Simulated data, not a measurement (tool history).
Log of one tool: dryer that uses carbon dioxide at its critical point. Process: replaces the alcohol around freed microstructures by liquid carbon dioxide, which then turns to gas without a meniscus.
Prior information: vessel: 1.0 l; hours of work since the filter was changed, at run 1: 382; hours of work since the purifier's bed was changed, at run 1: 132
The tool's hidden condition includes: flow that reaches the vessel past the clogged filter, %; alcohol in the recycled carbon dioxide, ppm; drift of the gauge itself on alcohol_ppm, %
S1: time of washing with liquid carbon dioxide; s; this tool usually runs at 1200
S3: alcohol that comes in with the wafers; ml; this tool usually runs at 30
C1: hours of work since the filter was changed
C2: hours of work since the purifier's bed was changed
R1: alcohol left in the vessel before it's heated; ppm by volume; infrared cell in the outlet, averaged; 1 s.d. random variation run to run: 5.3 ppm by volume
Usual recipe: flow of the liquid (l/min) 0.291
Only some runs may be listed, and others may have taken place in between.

run 1 hour=0.0 | S1=1200 flow_of_the_liquid_(l/min)=0.291 S3=30 | C1=382 C2=132 | R1=171
run 2 hour=42.7 | S1=1200 flow_of_the_liquid_(l/min)=0.291 S3=30 | C1=410 C2=160 | R1=193
run 3 hour=70.8 | S1=1200 flow_of_the_liquid_(l/min)=0.291 S3=30 | C1=429 C2=179 | R1=188
run 4 hour=114.0 | S1=1200 flow_of_the_liquid_(l/min)=0.291 S3=30 | C1=458 C2=208 | R1=214
run 5 hour=153.0 | S1=1200 flow_of_the_liquid_(l/min)=0.291 S3=30 | C1=484 C2=234 | R1=216
run 6 hour=194.9 | S1=1200 flow_of_the_liquid_(l/min)=0.343 S3=30 | C1=512 C2=262 | R1=142
run 7 hour=230.2 | S1=1200 flow_of_the_liquid_(l/min)=0.291 S3=42 | C1=536 C2=286 | R1=293
run 8 hour=259.6 | S1=1200 flow_of_the_liquid_(l/min)=0.291 S3=42 | C1=555 C2=306 | R1=313
run 9 hour=287.7 | S1=1200 flow_of_the_liquid_(l/min)=0.291 S3=56 | C1=574 C2=324 | R1=351
run 10 hour=314.6 | S1=1200 flow_of_the_liquid_(l/min)=0.291 S3=30 | C1=592 C2=342 | R1=245
-- hour=317.6 inlet filter changed
run 11 hour=352.3 | S1=1200 flow_of_the_liquid_(l/min)=0.291 S3=30 | C1=23 C2=367 | R1=237
run 12 hour=389.7 | S1=1200 flow_of_the_liquid_(l/min)=0.291 S3=30 | C1=48 C2=392 | R1=235
run 13 hour=421.9 | S1=1200 flow_of_the_liquid_(l/min)=0.291 S3=30 | C1=70 C2=413 | R1=248
run 14 hour=451.1 | S1=1200 flow_of_the_liquid_(l/min)=0.291 S3=30 | C1=89 C2=433 | R1=258
run 15 hour=481.7 | S1=1200 flow_of_the_liquid_(l/min)=0.291 S3=30 | C1=110 C2=453 | R1=272
run 16 hour=522.7 | S1=1200 flow_of_the_liquid_(l/min)=0.199 S3=46 | C1=137 C2=481 | R1=1135
run 17 hour=553.2 | S1=1320 flow_of_the_liquid_(l/min)=0.436 S3=50 | C1=158 C2=501 | R1=179
run 18 hour=596.8 | S1=720 flow_of_the_liquid_(l/min)=0.383 S3=92 | C1=187 C2=530 | R1=1361
run 19 hour=638.9 | S1=1680 flow_of_the_liquid_(l/min)=0.318 S3=24 | C1=215 C2=559 | R1=198
run 20 hour=680.1 | S1=1080 flow_of_the_liquid_(l/min)=0.397 S3=24 | C1=243 C2=586 | R1=237
run 21 hour=702.5 | S1=1860 flow_of_the_liquid_(l/min)=0.484 S3=30 | C1=258 C2=601 | R1=203
run 22 hour=737.0 | S1=1500 flow_of_the_liquid_(l/min)=0.426 S3=46 | C1=281 C2=624 | R1=224
run 23 hour=780.5 | S1=1140 flow_of_the_liquid_(l/min)=0.202 S3=30 | C1=310 C2=653 | R1=965
run 24 hour=824.0 | S1=1140 flow_of_the_liquid_(l/min)=0.202 S3=30 | C1=339 C2=682 | R1=987
run 25 hour=866.7 | S1=1140 flow_of_the_liquid_(l/min)=0.202 S3=30 | C1=367 C2=711 | R1=991
run 26 hour=910.3 | S1=1740 flow_of_the_liquid_(l/min)=0.202 S3=35 | C1=397 C2=740 | R1=392
run 27 hour=934.6 | S1=780 flow_of_the_liquid_(l/min)=0.331 S3=21 | C1=413 C2=756 | R1=661
run 28 hour=973.4 | S1=780 flow_of_the_liquid_(l/min)=0.331 S3=21 | C1=439 C2=782 | R1=658
run 29 hour=1010.8 | S1=780 flow_of_the_liquid_(l/min)=0.470 S3=116 | C1=464 C2=807 | R1=739

Below are 5 alternative next runs, each starting from the tool's condition after run 29. Predict each:
run A hour=1054.6 | S1=1140 flow_of_the_liquid_(l/min)=0.182 S3=24 | C1=493 C2=837 | R1=?
run B hour=1054.6 | S1=960 flow_of_the_liquid_(l/min)=0.470 S3=116 | C1=493 C2=837 | R1=?
run C hour=1054.6 | S1=1200 flow_of_the_liquid_(l/min)=0.412 S3=57 | C1=493 C2=837 | R1=?
run D hour=1054.6 | S1=1200 flow_of_the_liquid_(l/min)=0.277 S3=30 | C1=493 C2=837 | R1=?
run E hour=1054.6 | S1=1140 flow_of_the_liquid_(l/min)=0.259 S3=106 | C1=493 C2=837 | R1=?

run=A R1=1164
run=B R1=409
run=C R1=326
run=D R1=466
run=E R1=1376
Without the tool's hidden state the same runs would have given:
run=A R1=754
run=B R1=85
run=C R1=26
run=D R1=143
run=E R1=872

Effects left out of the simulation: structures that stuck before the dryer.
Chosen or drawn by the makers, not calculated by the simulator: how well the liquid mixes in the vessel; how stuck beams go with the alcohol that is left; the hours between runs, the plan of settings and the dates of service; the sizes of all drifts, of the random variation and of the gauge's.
